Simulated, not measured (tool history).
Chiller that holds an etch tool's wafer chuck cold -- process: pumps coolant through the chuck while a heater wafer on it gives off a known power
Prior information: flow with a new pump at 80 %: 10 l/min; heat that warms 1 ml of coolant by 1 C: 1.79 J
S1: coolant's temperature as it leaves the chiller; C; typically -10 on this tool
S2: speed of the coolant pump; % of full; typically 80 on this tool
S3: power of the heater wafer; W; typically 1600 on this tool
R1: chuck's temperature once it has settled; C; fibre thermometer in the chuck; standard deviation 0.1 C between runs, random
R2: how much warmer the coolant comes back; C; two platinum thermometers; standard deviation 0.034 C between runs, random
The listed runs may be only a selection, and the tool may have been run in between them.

run    hour   S1   S2    S3     R1    R2
  1     0.0  -10   80  1600    2.0  6.09
  2   133.2  -10   80  1600    2.0  6.22
  3   221.8  -10   80  1600    2.2  6.21
  4   416.7  -10   80  1600    2.1  6.18
  5   611.9   -5   80  1600    7.5  6.30
  6   736.7   -5   80  1600    7.3  6.29
  7   853.1  -10   80  1600    2.7  6.30
  8  1023.3  -10   80  1600    2.5  6.38
  9  1228.6  -10   64  1600    4.6  8.19
     1291.1  -- coolant pump overhauled
 10  1402.6  -10   64  1600    3.2  6.82
 11  1534.5  -10   80  1127   -2.2  3.81
 12  1630.2  -10   80  1127   -2.0  3.78
 13  1753.1  -10   80  1127   -2.1  3.80
 14  1929.6  -10   80  1127   -2.0  3.82
 15  2105.7  -10   80  1600    1.3  5.44
     2233.3  -- chiller's thermometer calibrated
 16  2233.3  -10   80  1600    1.6  5.47
 17  2355.0  -10   80  1600    1.7  5.47
 18  2457.5  -19   80   970  -12.4  3.29
 19  2590.6   -7  100  1038   -0.7  2.79
 20  2790.7   -4   80  1170    4.3  4.13
 21  2942.7   -7   88  1596    3.9  4.98
     3095.6  -- chiller's thermometer calibrated, once more
 22  3105.6   -1   80  1991   14.4  7.04
 23  3216.0  -12   73  1082   -3.1  4.18
 24  3303.8   -1   68  1600   13.0  6.73
 25  3504.3  -10   69  1812    5.6  7.60
 26  3660.4  -12   72  1074   -3.0  4.29
 27  3773.5  -12   72  1074   -2.8  4.31
 28  3869.0  -12   72  1074   -2.8  4.35
     3938.7  -- coolant changed, channels flushed
 29  4034.9  -11   80  2319    5.3  8.30
 30  4200.3  -11   80  2319    5.6  8.35
 31  4311.8  -11   96   871   -5.8  2.55
 32  4450.6  -12   99   980   -6.1  2.89
 33  4615.5  -12   99   980   -6.0  2.86

Consider 3 possible next runs. They are alternatives, not a sequence: every one starts from the tool as it was left by run 33. What does each give?
  A  4748.5    0  71  2388   ?   ?
  B  4748.5  -12  99  1031   ?   ?
  C  4748.5   -9  99  2108   ?   ?

run    R1    R2
  A  18.8  9.92
  B  -5.8  3.04
  C   4.2  6.19
With the hidden condition removed and each run's random variation left untouched, the same runs would have given:
run    R1    R2
  A  17.6  9.02
  B  -6.0  2.77
  C   3.4  5.64

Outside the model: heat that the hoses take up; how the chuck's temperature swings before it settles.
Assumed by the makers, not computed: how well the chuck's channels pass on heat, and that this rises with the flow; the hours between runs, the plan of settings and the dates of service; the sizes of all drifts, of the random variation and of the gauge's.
